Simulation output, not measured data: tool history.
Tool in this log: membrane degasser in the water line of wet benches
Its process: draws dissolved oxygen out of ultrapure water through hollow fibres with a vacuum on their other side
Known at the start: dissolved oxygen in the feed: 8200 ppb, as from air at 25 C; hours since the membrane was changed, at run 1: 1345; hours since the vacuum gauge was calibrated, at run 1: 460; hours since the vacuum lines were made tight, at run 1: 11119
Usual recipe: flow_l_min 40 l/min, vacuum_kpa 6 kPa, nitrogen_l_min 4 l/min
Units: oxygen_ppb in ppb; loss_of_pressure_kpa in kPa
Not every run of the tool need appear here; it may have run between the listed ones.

run	hour	flow_l_min	vacuum_kpa	nitrogen_l_min	hours since the membrane was changed	hours since the vacuum gauge was calibrated	hours since the vacuum lines were made tight	oxygen_ppb	loss_of_pressure_kpa
1	0	40	6	4	1345	460	11119	106.8	55.83
2	49.8	40	6	4	1395	510	11169	106.5	55.76
3	76.5	40	6	4	1421	537	11196	106.9	55.87
4	134.6	40	6	4	1479	595	11254	107.1	56.02
5	174.8	40	6	4	1520	635	11294	105.6	55.87
6	220.7	26	6	4	1565	681	11340	52.6	36.49
7	277.6	40	6	4	1622	738	11397	108.6	55.77
8	328.4	40	6	4	1673	789	11448	108.2	55.63
9	361.3	40	6	4	1706	822	11481	107.4	55.94
10	408.2	40	6	4	1753	869	11527	107.9	55.63
11	470.9	40	6	4	1816	931	11590	108.1	56.23
12	505.6	40	6	8.02	1850	966	11625	75.9	55.58
13	564.7	40	6	8.02	1909	1025	11684	77.1	55.61
14	628.4	40	6	4	1973	1089	11748	106.3	55.41
# hour 676: seals of the vacuum lines changed
15	687.6	59	6	4	2030	1146	12	209.2	81.9
16	744.7	59	6	4	2088	1203	69	207.9	81.98
17	782.1	40	6	7.33	2125	1240	106	80.2	55.54
18	841.3	40	6	7.33	2184	1300	165	78.2	55.58
19	902.5	34	9.78	6.69	2245	1361	226	107.6	46.99
20	938.6	34	9.78	6.69	2281	1397	263	106.4	47.05
21	1003.7	34	4.21	3.41	2346	1462	328	49.9	46.98
22	1045.8	34	4.21	8.32	2389	1504	370	35.6	47.03
23	1087.2	40	6	10.32	2430	1546	411	68.3	54.95
24	1129.2	40	6	10.32	2472	1588	453	70.1	54.96
25	1160.7	40	6	10.32	2503	1619	485	68	54.89
26	1217.7	46	11.87	4	2560	1676	542	288.9	63.29
27	1282.2	35	11.87	4	2625	1741	606	201.3	47.79
28	1335	40	14.66	6.04	2678	1793	659	218.6	54.98
29	1388.8	40	14.66	6.04	2732	1847	713	216.8	55.1
30	1450.7	30	14.66	6.04	2793	1909	775	154.9	41.48
31	1481.8	28	7.17	6.04	2825	1940	806	58	38.14
32	1545.9	59	14.94	6.58	2889	2004	870	355.2	80.96
33	1592.1	27	4.32	8.2	2935	2050	916	20.6	36.89

Here are 3 independent what-if runs from the current tool condition. What would each one return?
A	1637.3	25	6	4	2980	2096	961	?	?
B	1637.3	40	8.62	4	2980	2096	961	?	?
C	1637.3	25	4.64	1.69	2980	2096	961	?	?

run	oxygen_ppb	loss_of_pressure_kpa
A	50.5	34.01
B	167.1	54.63
C	57.3	34.11
The same runs, with their run-to-run variation unchanged, on a tool lacking any hidden condition would have given:
run	oxygen_ppb	loss_of_pressure_kpa
A	50.4	34.76
B	167	55.85
C	57.3	34.87
